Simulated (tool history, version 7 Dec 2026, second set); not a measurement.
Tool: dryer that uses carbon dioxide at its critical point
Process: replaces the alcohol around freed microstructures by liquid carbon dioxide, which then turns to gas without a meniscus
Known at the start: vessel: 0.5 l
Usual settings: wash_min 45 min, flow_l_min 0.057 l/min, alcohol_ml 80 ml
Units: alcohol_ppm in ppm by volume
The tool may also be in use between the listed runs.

Run 1, day 0: usual settings. Result: alcohol_ppm 3399 ppm by volume.
Run 2, day 1.921: usual settings. Result: alcohol_ppm 3670 ppm by volume.
Run 3, day 4: usual settings. Result: alcohol_ppm 3587 ppm by volume.
Run 4, day 6.117: usual settings. Result: alcohol_ppm 3782 ppm by volume.
Run 5, day 9.142: usual settings. Result: alcohol_ppm 3961 ppm by volume.
Run 6, day 11.817: usual settings. Result: alcohol_ppm 3350 ppm by volume.
Run 7, day 13.383: usual settings. Result: alcohol_ppm 3466 ppm by volume.
Run 8, day 15.717: usual settings. Result: alcohol_ppm 3637 ppm by volume.
Run 9, day 18.358: usual settings but flow_l_min 0.0832 l/min. Result: alcohol_ppm 777 ppm by volume.
Run 10, day 20.038: usual settings but flow_l_min 0.0378 l/min. Result: alcohol_ppm 12691 ppm by volume.
Run 11, day 22.575: usual settings but flow_l_min 0.0378 l/min. Result: alcohol_ppm 13037 ppm by volume.
Run 12, day 24.867: usual settings but alcohol_ml 21 ml. Result: alcohol_ppm 1117 ppm by volume.
Run 13, day 26.612: usual settings but alcohol_ml 21 ml. Result: alcohol_ppm 917 ppm by volume.
Run 14, day 28.671: usual settings but alcohol_ml 21 ml. Result: alcohol_ppm 958 ppm by volume.
Run 15, day 30.504: usual settings but flow_l_min 0.0453 l/min. Result: alcohol_ppm 7223 ppm by volume.
Run 16, day 31.858: usual settings but flow_l_min 0.0453 l/min. Result: alcohol_ppm 7446 ppm by volume.
Run 17, day 34.871: usual settings but flow_l_min 0.0453 l/min. Result: alcohol_ppm 7854 ppm by volume.
Run 18, day 36.712: usual settings but wash_min 29 min, flow_l_min 0.0453 l/min. Result: alcohol_ppm 22915 ppm by volume.
Run 19, day 39.354: usual settings but wash_min 29 min, flow_l_min 0.0453 l/min. Result: alcohol_ppm 22399 ppm by volume.
Run 20, day 40.604: usual settings but wash_min 29 min, flow_l_min 0.0453 l/min. Result: alcohol_ppm 24124 ppm by volume.
Run 21, day 42.883: usual settings but wash_min 29 min, flow_l_min 0.0453 l/min. Result: alcohol_ppm 21025 ppm by volume.
Run 22, day 44.271: usual settings but wash_min 29 min, flow_l_min 0.0453 l/min. Result: alcohol_ppm 21526 ppm by volume.
Run 23, day 45.821: usual settings but wash_min 37 min, flow_l_min 0.087 l/min, alcohol_ml 33 ml. Result: alcohol_ppm 679 ppm by volume.
Run 24, day 48.238: usual settings but wash_min 43 min, flow_l_min 0.0817 l/min, alcohol_ml 33 ml. Result: alcohol_ppm 490 ppm by volume.
Run 25, day 49.546: usual settings but flow_l_min 0.048 l/min, alcohol_ml 92 ml. Result: alcohol_ppm 7383 ppm by volume.
Run 26, day 51.762: usual settings but alcohol_ml 23 ml. Result: alcohol_ppm 1191 ppm by volume.
Run 27, day 53.138: usual settings but wash_min 39 min, flow_l_min 0.0845 l/min, alcohol_ml 24 ml. Result: alcohol_ppm 533 ppm by volume.
Run 28, day 55.817: usual settings but flow_l_min 0.0397 l/min, alcohol_ml 27 ml. Result: alcohol_ppm 3965 ppm by volume.
Run 29, day 58.404: usual settings but flow_l_min 0.0572 l/min, alcohol_ml 87 ml. Result: alcohol_ppm 4375 ppm by volume.
Run 30, day 59.846: usual settings but flow_l_min 0.0572 l/min, alcohol_ml 87 ml. Result: alcohol_ppm 3728 ppm by volume.
Run 31, day 62.892: usual settings but wash_min 29 min, flow_l_min 0.0843 l/min, alcohol_ml 33 ml. Result: alcohol_ppm 1864 ppm by volume.

Not shown: 4 entries that the log had between the listed runs. Between which runs, and how does the tool's hidden state differ before and after?
Between runs 5 and 6: inlet filter changed (day 9.396)
  flow that reaches the vessel past the clogged filter, %: 94.5 -> 98.5; alcohol in the recycled carbon dioxide, ppm: 65.2 -> 70
  measured less the result without the state, alcohol_ppm: +825 -> +252 ppm by volume
Between runs 12 and 13: inlet filter changed (day 25.975)
  flow that reaches the vessel past the clogged filter, %: 94.2 -> 99.5; alcohol in the recycled carbon dioxide, ppm: 94.7 -> 97.7
  measured less the result without the state, alcohol_ppm: +300 -> +109 ppm by volume
Between runs 20 and 21: inlet filter changed (day 42.471)
  flow that reaches the vessel past the clogged filter, %: 95 -> 99.5; alcohol in the recycled carbon dioxide, ppm: 123.9 -> 127.4
  measured less the result without the state, alcohol_ppm: +2460 -> +317 ppm by volume
Between runs 29 and 30: inlet filter changed (day 58.975)
  flow that reaches the vessel past the clogged filter, %: 94.4 -> 99.2; alcohol in the recycled carbon dioxide, ppm: 156.3 -> 158.9
  measured less the result without the state, alcohol_ppm: +987 -> +270 ppm by volume
